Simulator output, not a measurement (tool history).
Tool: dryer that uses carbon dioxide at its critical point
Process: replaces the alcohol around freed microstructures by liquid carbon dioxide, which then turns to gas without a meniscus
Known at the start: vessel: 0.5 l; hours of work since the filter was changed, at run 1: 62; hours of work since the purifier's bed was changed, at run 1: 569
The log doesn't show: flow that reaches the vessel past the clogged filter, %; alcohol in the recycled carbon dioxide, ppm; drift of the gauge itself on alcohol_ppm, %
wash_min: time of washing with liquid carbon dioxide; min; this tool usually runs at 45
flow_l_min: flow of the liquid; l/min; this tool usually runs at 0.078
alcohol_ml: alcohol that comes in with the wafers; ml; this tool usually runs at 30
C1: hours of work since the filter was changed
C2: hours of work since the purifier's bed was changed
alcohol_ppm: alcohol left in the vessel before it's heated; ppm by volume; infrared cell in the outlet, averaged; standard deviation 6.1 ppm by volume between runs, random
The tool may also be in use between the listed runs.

Run 1, hour 0: usual settings; C1 62; C2 569. Result: alcohol_ppm 338 ppm by volume.
Run 2, hour 27.3: usual settings; C1 75; C2 581. Result: alcohol_ppm 337 ppm by volume.
Run 3, hour 48.9: usual settings; C1 85; C2 591. Result: alcohol_ppm 339 ppm by volume.
Run 4, hour 71.1: usual settings but alcohol_ml 60 ml; C1 95; C2 601. Result: alcohol_ppm 584 ppm by volume.
Run 5, hour 93.9: usual settings; C1 105; C2 612. Result: alcohol_ppm 355 ppm by volume.
Run 6, hour 111.3: usual settings; C1 113; C2 620. Result: alcohol_ppm 354 ppm by volume.
Run 7, hour 139.4: usual settings but flow_l_min 0.0498 l/min; C1 126; C2 633. Result: alcohol_ppm 1995 ppm by volume.
Run 8, hour 168.4: usual settings but flow_l_min 0.0498 l/min; C1 140; C2 646. Result: alcohol_ppm 2007 ppm by volume.
Run 9, hour 187.5: usual settings but flow_l_min 0.0498 l/min; C1 148; C2 655. Result: alcohol_ppm 2079 ppm by volume.
Run 10, hour 218: usual settings but flow_l_min 0.0498 l/min; C1 163; C2 669. Result: alcohol_ppm 2041 ppm by volume.
Run 11, hour 242.5: usual settings but flow_l_min 0.0498 l/min; C1 174; C2 680. Result: alcohol_ppm 2127 ppm by volume.
Run 12, hour 275: usual settings but flow_l_min 0.0498 l/min; C1 189; C2 695. Result: alcohol_ppm 2095 ppm by volume.
Run 13, hour 304.7: usual settings but wash_min 51 min, flow_l_min 0.0498 l/min; C1 202; C2 709. Result: alcohol_ppm 1451 ppm by volume.
Run 14, hour 322.9: usual settings but wash_min 51 min, flow_l_min 0.0522 l/min; C1 211; C2 717. Result: alcohol_ppm 1178 ppm by volume.
Run 15, hour 349: usual settings but wash_min 51 min, flow_l_min 0.0522 l/min; C1 223; C2 729. Result: alcohol_ppm 1238 ppm by volume.
Run 16, hour 374.2: usual settings but wash_min 28 min, flow_l_min 0.1248 l/min; C1 235; C2 741. Result: alcohol_ppm 435 ppm by volume.
Run 17, hour 409: usual settings but wash_min 69 min, flow_l_min 0.0586 l/min, alcohol_ml 26 ml; C1 251; C2 757. Result: alcohol_ppm 244 ppm by volume.
Run 18, hour 438.1: usual settings but wash_min 59 min, flow_l_min 0.0559 l/min, alcohol_ml 83 ml; C1 264; C2 770. Result: alcohol_ppm 1352 ppm by volume.
Run 19, hour 455.2: usual settings but alcohol_ml 55 ml; C1 272; C2 778. Result: alcohol_ppm 721 ppm by volume.
Run 20, hour 480.4: usual settings but wash_min 37 min, flow_l_min 0.0531 l/min, alcohol_ml 26 ml; C1 283; C2 790. Result: alcohol_ppm 3004 ppm by volume.
Run 21, hour 508.4: usual settings but wash_min 46 min, flow_l_min 0.1271 l/min, alcohol_ml 71 ml; C1 296; C2 803. Result: alcohol_ppm 137 ppm by volume.
Run 22, hour 539.6: usual settings but wash_min 70 min, flow_l_min 0.0936 l/min, alcohol_ml 26 ml; C1 311; C2 817. Result: alcohol_ppm 132 ppm by volume.
Run 23, hour 561.6: usual settings but wash_min 56 min; C1 321; C2 827. Result: alcohol_ppm 225 ppm by volume.
Run 24, hour 583.7: usual settings but wash_min 62 min, alcohol_ml 20 ml; C1 331; C2 837. Result: alcohol_ppm 154 ppm by volume.

Here are 3 independent what-if runs from the current tool condition. What would each one return?
Run A, hour 610.6: usual settings but wash_min 37 min; C1 343; C2 850. Result: alcohol_ppm ?.
Run B, hour 610.6: usual settings but wash_min 48 min, flow_l_min 0.0987 l/min, alcohol_ml 37 ml; C1 343; C2 850. Result: alcohol_ppm ?.
Run C, hour 610.6: usual settings but wash_min 30 min; C1 343; C2 850. Result: alcohol_ppm ?.

run  alcohol_ppm
  A         1013
  B          200
  C         2094
The same runs, with their run-to-run variation unchanged, on a tool lacking any hidden condition would have given:
run  alcohol_ppm
  A          598
  B           45
  C         1421

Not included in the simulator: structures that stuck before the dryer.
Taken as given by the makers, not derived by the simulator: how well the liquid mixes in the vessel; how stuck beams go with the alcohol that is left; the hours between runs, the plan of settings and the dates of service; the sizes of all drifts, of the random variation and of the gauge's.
